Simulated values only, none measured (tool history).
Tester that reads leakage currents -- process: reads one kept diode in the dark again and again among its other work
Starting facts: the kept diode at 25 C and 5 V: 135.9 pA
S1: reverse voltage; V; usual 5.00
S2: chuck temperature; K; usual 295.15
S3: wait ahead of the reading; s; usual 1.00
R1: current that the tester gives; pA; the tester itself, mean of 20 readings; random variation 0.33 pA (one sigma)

Run 1, hour 0.0: usual settings. Result: R1 108.17 pA.
Run 2, hour 88.8: usual settings. Result: R1 107.52 pA.
Run 3, hour 189.6: usual settings. Result: R1 107.75 pA.
Run 4, hour 289.8: usual settings. Result: R1 107.86 pA.
Run 5, hour 337.9: usual settings. Result: R1 107.56 pA.
Run 6, hour 424.5: usual settings. Result: R1 107.12 pA.
Run 7, hour 512.0: usual settings but S2 312.15 K. Result: R1 411.62 pA.
Run 8, hour 611.3: usual settings. Result: R1 107.73 pA.
Run 9, hour 701.8: usual settings. Result: R1 107.22 pA.
Run 10, hour 768.2: usual settings. Result: R1 107.91 pA.
Run 11, hour 843.1: usual settings. Result: R1 108.65 pA.
Run 12, hour 927.0: usual settings. Result: R1 107.89 pA.
Run 13, hour 1004.7: usual settings. Result: R1 107.80 pA.
Run 14, hour 1097.7: usual settings. Result: R1 107.61 pA.
Run 15, hour 1190.1: usual settings but S1 3.87 V. Result: R1 97.61 pA.
Run 16, hour 1246.4: usual settings but S1 3.87 V. Result: R1 97.79 pA.
Run 17, hour 1339.5: usual settings but S1 3.87 V. Result: R1 97.71 pA.
Run 18, hour 1428.1: usual settings but S1 3.87 V. Result: R1 98.11 pA.
Run 19, hour 1523.8: usual settings but S1 3.87 V, S2 319.15 K. Result: R1 617.30 pA.
Run 20, hour 1569.1: usual settings. Result: R1 107.27 pA.
Run 21, hour 1617.5: usual settings but S3 9.82 s. Result: R1 105.65 pA.
Run 22, hour 1674.0: usual settings but S3 9.82 s. Result: R1 106.25 pA.
Run 23, hour 1718.3: usual settings but S3 9.82 s. Result: R1 105.91 pA.
Run 24, hour 1805.8: usual settings but S3 9.82 s. Result: R1 105.81 pA.
Run 25, hour 1852.7: usual settings but S1 3.90 V, S2 319.15 K, S3 3.37 s. Result: R1 617.23 pA.
Run 26, hour 1919.6: usual settings but S1 3.90 V, S2 312.15 K, S3 3.98 s. Result: R1 370.28 pA.
Run 27, hour 1963.2: usual settings but S1 3.90 V, S2 312.15 K, S3 3.98 s. Result: R1 370.89 pA.
Run 28, hour 2022.7: usual settings but S2 299.15 K, S3 0.36 s. Result: R1 152.00 pA.
Run 29, hour 2077.0: usual settings but S1 3.61 V, S2 298.15 K, S3 2.14 s. Result: R1 120.22 pA.
Run 30, hour 2159.5: usual settings but S1 9.36 V, S2 300.15 K, S3 7.92 s. Result: R1 203.66 pA.
Run 31, hour 2236.2: usual settings but S1 14.23 V, S3 1.34 s. Result: R1 160.75 pA.
Run 32, hour 2282.2: usual settings but S1 14.23 V, S3 1.34 s. Result: R1 160.47 pA.
Run 33, hour 2349.2: usual settings but S1 4.20 V, S2 308.15 K, S3 1.65 s. Result: R1 282.51 pA.
Run 34, hour 2450.5: usual settings but S3 8.58 s. Result: R1 106.15 pA.
Run 35, hour 2550.0: usual settings but S1 12.42 V, S2 294.15 K, S3 1.50 s. Result: R1 140.13 pA.
Run 36, hour 2607.8: usual settings but S3 0.67 s. Result: R1 108.75 pA.
Run 37, hour 2649.6: usual settings but S3 1.75 s. Result: R1 107.02 pA.
Run 38, hour 2706.1: usual settings but S3 1.75 s. Result: R1 106.28 pA.
Run 39, hour 2788.0: usual settings but S1 3.89 V, S2 316.15 K, S3 1.36 s. Result: R1 497.21 pA.

Some steps in R1 between neighbouring runs. How much of each would the tool show without its hidden state too (settings, what came in, random variation), and how much is left for the hidden state, with any gauge scatter that isn't in both results?
Hidden state at play: stray current of the dirty probe card, pA a volt; current scale over the true one, %; true chuck temperature over the reading, C; drift of the gauge itself on leakage_pa, %.
Run 18 -> 19: S2 295.15 -> 319.15. R1 +519.19 pA: hidden state -0.48, all else +519.67.
Run 19 -> 20: S1 3.87 -> 5.00, S2 319.15 -> 295.15. R1 -510.03 pA: hidden state +0.48, all else -510.51.
Run 24 -> 25: S1 5.00 -> 3.90, S2 295.15 -> 319.15, S3 9.82 -> 3.37. R1 +511.42 pA: hidden state -0.55, all else +511.97.
Run 38 -> 39: S1 5.00 -> 3.89, S2 295.15 -> 316.15, S3 1.75 -> 1.36. R1 +390.93 pA: hidden state -0.56, all else +391.49.
